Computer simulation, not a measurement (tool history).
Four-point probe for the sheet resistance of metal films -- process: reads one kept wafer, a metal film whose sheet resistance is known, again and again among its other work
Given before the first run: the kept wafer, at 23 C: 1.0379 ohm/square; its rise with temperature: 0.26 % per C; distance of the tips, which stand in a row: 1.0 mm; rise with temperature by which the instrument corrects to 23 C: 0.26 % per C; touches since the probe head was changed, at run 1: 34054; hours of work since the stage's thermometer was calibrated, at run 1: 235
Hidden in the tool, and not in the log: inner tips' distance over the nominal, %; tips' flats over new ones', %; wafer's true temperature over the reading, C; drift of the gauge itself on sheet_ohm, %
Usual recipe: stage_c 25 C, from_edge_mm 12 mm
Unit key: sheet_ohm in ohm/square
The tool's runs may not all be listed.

run	hour	stage_c	from_edge_mm	touches since the probe head was changed	hours of work since the stage's thermometer was calibrated	sheet_ohm
1	0	25	12	34054	235	1.047231
2	17.2	25	12	34850	246	1.04691
3	31.1	25	12	35491	255	1.047392
4	40.5	25	12	35923	261	1.04729
5	52.8	25	12	36495	268	1.047551
6	67.9	25	12	37191	278	1.047411
7	86.8	25	12	38062	290	1.047475
8	95.6	25	12	38470	295	1.047395
9	109.8	25	12	39128	304	1.04746
10	126.5	30	12	39896	314	1.047684
11	135.1	30	12	40294	320	1.047616
12	148.6	30	41	40917	328	1.044405
13	158.5	19	29	41378	334	1.044725
14	172.6	25	63	42027	343	1.044021
15	185.6	25	63	42626	351	1.044062
16	198.5	28	61	43222	359	1.044276
17	214.1	28	61	43943	369	1.044595

Each row is a separate what-if for the run after 17, all from the same tool condition, not one after another. Results?
A	228.1	26	5	44590	378	?
B	228.1	21	12	44590	378	?
C	228.1	20	25	44590	378	?
D	228.1	19	12	44590	378	?
E	228.1	22	3	44590	378	?

run	sheet_ohm
A	1.065972
B	1.047981
C	1.044763
D	1.047975
E	1.103147
Without the tool's unlogged condition, the same runs would have read:
run	sheet_ohm
A	1.059674
B	1.041776
C	1.038574
D	1.041767
E	1.096643
